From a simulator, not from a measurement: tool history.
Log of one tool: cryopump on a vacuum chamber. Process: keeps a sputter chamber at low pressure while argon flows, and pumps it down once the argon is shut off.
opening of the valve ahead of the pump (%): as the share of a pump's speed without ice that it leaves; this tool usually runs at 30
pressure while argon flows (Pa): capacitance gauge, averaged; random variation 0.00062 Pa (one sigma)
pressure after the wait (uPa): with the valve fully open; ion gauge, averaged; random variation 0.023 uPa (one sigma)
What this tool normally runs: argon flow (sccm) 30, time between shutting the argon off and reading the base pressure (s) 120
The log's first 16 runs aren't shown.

| run | hour | argon flow (sccm) | time between shutting the argon off and reading the base pressure (s) | opening of the valve ahead of the pump (%) | pressure while argon flows (Pa) | pressure after the wait (uPa) |
|---|---|---|---|---|---|---|
| 17 | 307.4 | 30 | 120 | 40 | 0.0731 | 2.69 |
| 18 | 330.6 | 30 | 120 | 40 | 0.0737 | 2.57 |
| 19 | 352.5 | 30 | 120 | 40 | 0.0725 | 2.75 |
| 20 | 364.4 | 30 | 120 | 30 | 0.0975 | 2.67 |
| 21 | 382.2 | 45 | 36 | 21 | 0.2028 | 4.15 |
| 22 | 410.4 | 34 | 110 | 18 | 0.1769 | 2.98 |
| 23 | 425.2 | 30 | 236 | 30 | 0.0968 | 2.56 |
| 24 | 441.1 | 14 | 22 | 51 | 0.0278 | 5.57 |
| 25 | 464.5 | 15 | 120 | 42 | 0.0346 | 2.92 |
| 26 | 493.4 | 34 | 176 | 42 | 0.0807 | 2.82 |
| 27 | 517.4 | 55 | 120 | 30 | 0.1788 | 3.08 |
| 28 | 531.7 | 55 | 113 | 55 | 0.1041 | 3.23 |
| 29 | 547.3 | 55 | 20 | 55 | 0.1040 | 6.07 |
| 30 | 570.1 | 40 | 81 | 30 | 0.1302 | 3.49 |
| 31 | 585.5 | 40 | 81 | 30 | 0.1305 | 3.53 |
|  | 616.1 | pump warmed up, emptied and cooled again |
| 32 | 618.5 | 18 | 45 | 37 | 0.0451 | 3.73 |
|  | 635.3 | leaking fittings of the chamber tightened, without venting |
| 33 | 647.1 | 30 | 254 | 45 | 0.0605 | 0.49 |
| 34 | 660.2 | 30 | 97 | 25 | 0.1084 | 0.95 |

Below are 3 alternative next runs, each starting from the tool's condition after run 34. Predict each:
| A | 679.1 | 33 | 95 | 16 | ? | ? |
| B | 679.1 | 32 | 274 | 39 | ? | ? |
| C | 679.1 | 30 | 205 | 25 | ? | ? |

| run | pressure while argon flows (Pa) | pressure after the wait (uPa) |
|---|---|---|
| A | 0.1890 | 0.95 |
| B | 0.0760 | 0.52 |
| C | 0.1112 | 0.63 |
Take away the tool's hidden state, keep each run's random variation, and the runs would have read:
| run | pressure while argon flows (Pa) | pressure after the wait (uPa) |
|---|---|---|
| A | 0.1878 | 0.87 |
| B | 0.0748 | 0.44 |
| C | 0.1101 | 0.54 |
